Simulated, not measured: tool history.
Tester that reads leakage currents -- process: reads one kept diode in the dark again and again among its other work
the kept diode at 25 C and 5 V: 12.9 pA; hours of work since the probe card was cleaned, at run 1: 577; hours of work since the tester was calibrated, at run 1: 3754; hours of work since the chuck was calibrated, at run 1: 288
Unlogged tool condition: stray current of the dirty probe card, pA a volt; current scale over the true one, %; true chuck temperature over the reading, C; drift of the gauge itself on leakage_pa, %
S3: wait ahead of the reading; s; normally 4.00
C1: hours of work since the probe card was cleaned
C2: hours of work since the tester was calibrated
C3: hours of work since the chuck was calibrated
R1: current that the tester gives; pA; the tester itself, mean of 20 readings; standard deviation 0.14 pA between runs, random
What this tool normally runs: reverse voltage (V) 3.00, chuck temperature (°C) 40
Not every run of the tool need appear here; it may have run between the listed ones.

Run 1, day 0.000: usual settings; C1 577; C2 3754; C3 288. Result: R1 42.55 pA.
Run 2, day 9.375: usual settings; C1 754; C2 3931; C3 465. Result: R1 42.74 pA.
At day 15.738: chuck's temperature calibrated.
Run 3, day 16.933: usual settings but chuck temperature (°C) 37; C1 895; C2 4072; C3 23. Result: R1 32.89 pA.
Run 4, day 21.938: usual settings; C1 989; C2 4166; C3 117. Result: R1 42.71 pA.
Run 5, day 30.233: usual settings; C1 1146; C2 4323; C3 273. Result: R1 42.69 pA.
Run 6, day 35.542: usual settings but reverse voltage (V) 6.73; C1 1246; C2 4423; C3 374. Result: R1 57.36 pA.
Run 7, day 44.975: usual settings but reverse voltage (V) 6.73; C1 1424; C2 4601; C3 551. Result: R1 57.84 pA.
At day 46.758: chuck's temperature calibrated.
Run 8, day 51.367: usual settings but reverse voltage (V) 6.73; C1 1543; C2 4720; C3 87. Result: R1 57.44 pA.
At day 53.929: probe card cleaned and baked.
Run 9, day 60.221: usual settings but reverse voltage (V) 6.73; C1 119; C2 4884; C3 252. Result: R1 57.47 pA.
At day 70.088: tester calibrated.
Run 10, day 70.088: usual settings but reverse voltage (V) 6.73; C1 303; C2 0; C3 436. Result: R1 57.65 pA.
Run 11, day 74.529: usual settings but reverse voltage (V) 6.73; C1 387; C2 84; C3 520. Result: R1 57.65 pA.
At day 77.812: chuck's temperature calibrated.
Run 12, day 81.896: usual settings but reverse voltage (V) 6.73; C1 524; C2 221; C3 77. Result: R1 57.72 pA.
Run 13, day 86.333: usual settings but reverse voltage (V) 6.73; C1 608; C2 305; C3 161. Result: R1 57.67 pA.
Run 14, day 95.067: usual settings but reverse voltage (V) 6.73; C1 773; C2 470; C3 325. Result: R1 57.76 pA.
Run 15, day 101.088: usual settings but reverse voltage (V) 3.10; C1 886; C2 583; C3 439. Result: R1 43.04 pA.
Run 16, day 107.012: usual settings but chuck temperature (°C) 41; C1 998; C2 695; C3 551. Result: R1 46.88 pA.
At day 108.733: chuck's temperature calibrated.
Run 17, day 113.529: usual settings but chuck temperature (°C) 41; C1 1119; C2 816; C3 90. Result: R1 46.63 pA.
Run 18, day 123.329: usual settings but chuck temperature (°C) 41; C1 1304; C2 1001; C3 275. Result: R1 46.69 pA.
Run 19, day 130.242: usual settings but chuck temperature (°C) 41; C1 1435; C2 1132; C3 406. Result: R1 46.33 pA.
Run 20, day 134.750: usual settings but S3 5.03 s; C1 1520; C2 1217; C3 491. Result: R1 42.44 pA.
At day 138.283: probe card cleaned and baked.
At day 140.262: chuck's temperature calibrated.
Run 21, day 143.233: usual settings but reverse voltage (V) 7.02, chuck temperature (°C) 36, S3 0.37 s; C1 92; C2 1373; C3 56. Result: R1 42.82 pA.
Run 22, day 151.704: usual settings but reverse voltage (V) 15.00, chuck temperature (°C) 57, S3 0.37 s; C1 252; C2 1532; C3 216. Result: R1 320.65 pA.
Run 23, day 157.396: usual settings but reverse voltage (V) 15.00, chuck temperature (°C) 57, S3 0.37 s; C1 359; C2 1640; C3 323. Result: R1 319.35 pA.
Run 24, day 166.283: usual settings but reverse voltage (V) 14.51, chuck temperature (°C) 57, S3 3.56 s; C1 527; C2 1807; C3 491. Result: R1 312.67 pA.
At day 170.975: chuck's temperature calibrated.
Run 25, day 171.721: usual settings but reverse voltage (V) 14.51, chuck temperature (°C) 57, S3 3.56 s; C1 628; C2 1908; C3 14. Result: R1 312.46 pA.
Run 26, day 179.721: usual settings but reverse voltage (V) 18.62, chuck temperature (°C) 37, S3 3.56 s; C1 778; C2 2059; C3 165. Result: R1 64.64 pA.
Run 27, day 188.492: usual settings but reverse voltage (V) 18.62, chuck temperature (°C) 37, S3 3.56 s; C1 944; C2 2225; C3 330. Result: R1 64.48 pA.
Run 28, day 194.054: usual settings but reverse voltage (V) 6.76, chuck temperature (°C) 58, S3 2.26 s; C1 1049; C2 2330; C3 435. Result: R1 256.87 pA.
Run 29, day 199.625: usual settings but reverse voltage (V) 6.76, chuck temperature (°C) 58, S3 2.26 s; C1 1154; C2 2435; C3 540. Result: R1 255.25 pA.
At day 201.988: chuck's temperature calibrated.
Run 30, day 207.083: usual settings but reverse voltage (V) 17.98, chuck temperature (°C) 38, S3 3.74 s; C1 1293; C2 2574; C3 96. Result: R1 69.75 pA.
Run 31, day 212.212: usual settings but reverse voltage (V) 17.98, chuck temperature (°C) 49, S3 3.74 s; C1 1390; C2 2671; C3 193. Result: R1 177.47 pA.
Run 32, day 217.888: usual settings but reverse voltage (V) 17.98, chuck temperature (°C) 49, S3 3.74 s; C1 1497; C2 2778; C3 300. Result: R1 177.56 pA.
At day 222.754: probe card cleaned and baked.
Run 33, day 226.858: usual settings but reverse voltage (V) 1.68, chuck temperature (°C) 22, S3 4.47 s; C1 77; C2 2945; C3 467. Result: R1 6.61 pA.
At day 233.062: chuck's temperature calibrated.
Run 34, day 237.017: usual settings but reverse voltage (V) 1.68, chuck temperature (°C) 22, S3 4.47 s; C1 267; C2 3135; C3 75. Result: R1 6.53 pA.
Run 35, day 244.421: usual settings but reverse voltage (V) 6.49, chuck temperature (°C) 29, S3 0.60 s; C1 407; C2 3274; C3 214. Result: R1 22.10 pA.
Run 36, day 254.171: usual settings but reverse voltage (V) 12.04, S3 0.49 s; C1 591; C2 3458; C3 398. Result: R1 73.70 pA.
Run 37, day 263.067: usual settings but reverse voltage (V) 12.04, S3 0.49 s; C1 759; C2 3626; C3 566. Result: R1 73.78 pA.
At day 263.867: chuck's temperature calibrated.
Run 38, day 269.008: usual settings but reverse voltage (V) 12.04, S3 0.49 s; C1 869; C2 3736; C3 97. Result: R1 73.84 pA.
Run 39, day 277.725: usual settings but reverse voltage (V) 12.04, S3 0.49 s; C1 1034; C2 3901; C3 261. Result: R1 73.96 pA.
Run 40, day 282.925: usual settings but reverse voltage (V) 16.10, S3 9.75 s; C1 1132; C2 3999; C3 359. Result: R1 79.20 pA.

Pick out some run-to-run changes in R1. Of each, how much would a tool without hidden state show as well, from the settings, what came in and chance, and how much is left for the hidden state and any gauge scatter not in both results compared?
Run 21 -> 22: reverse voltage (V) 7.02 -> 15.00, chuck temperature (°C) 36 -> 57. R1 +277.83 pA: hidden state +0.07, all else +277.76.
Run 24 -> 25: chuck's temperature calibrated. R1 -0.21 pA: hidden state -0.07, all else -0.14.
Run 25 -> 26: reverse voltage (V) 14.51 -> 18.62, chuck temperature (°C) 57 -> 37. R1 -247.82 pA: hidden state +0.03, all else -247.85.
Run 27 -> 28: reverse voltage (V) 18.62 -> 6.76, chuck temperature (°C) 37 -> 58, S3 3.56 -> 2.26. R1 +192.39 pA: hidden state -0.02, all else +192.41.
Run 32 -> 33: reverse voltage (V) 17.98 -> 1.68, chuck temperature (°C) 49 -> 22, S3 3.74 -> 4.47, probe card cleaned and baked. R1 -170.95 pA: hidden state -0.15, all else -170.80.
